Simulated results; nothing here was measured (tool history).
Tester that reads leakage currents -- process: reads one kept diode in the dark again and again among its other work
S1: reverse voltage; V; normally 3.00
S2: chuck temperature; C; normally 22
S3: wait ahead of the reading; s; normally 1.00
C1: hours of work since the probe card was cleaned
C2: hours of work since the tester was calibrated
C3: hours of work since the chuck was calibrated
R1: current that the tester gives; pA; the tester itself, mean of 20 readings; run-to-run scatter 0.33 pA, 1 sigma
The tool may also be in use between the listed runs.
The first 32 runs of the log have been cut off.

run    hour     S1  S2    S3    C1    C2   C3       R1
 33  1546.9   3.46  30  5.80  2328  1090  527   236.24
     1556.2  -- probe card cleaned and baked
 34  1589.4   3.46  52  5.80    22  1117  553  1176.94
 35  1655.0   3.00  22  8.92    65  1160  596   113.95
 36  1709.1   3.00  22  8.92   101  1196  632   114.09
 37  1776.7  17.30  32  0.56   146  1240  677   662.95
 38  1837.2  10.94  22  7.99   186  1280  717   230.52
 39  1867.8  10.94  22  7.99   206  1301  737   229.27
 40  1905.8   9.53  22  7.99   231  1326  762   213.95

Branching from run 40: 4 alternative next runs. What would each branch give?
  A  1972.3   2.21  24  1.31  275  1370  806   ?
  B  1972.3   1.25  33  1.00  275  1370  806   ?
  C  1972.3  19.18  20  1.00  275  1370  806   ?
  D  1972.3   4.40  20  1.00  275  1370  806   ?

run      R1
  A  114.39
  B  171.24
  C  267.68
  D  119.51
Stripped of hidden state, with their random variation kept, the same runs would have yielded:
run      R1
  A  114.55
  B  171.47
  C  267.99
  D  119.67
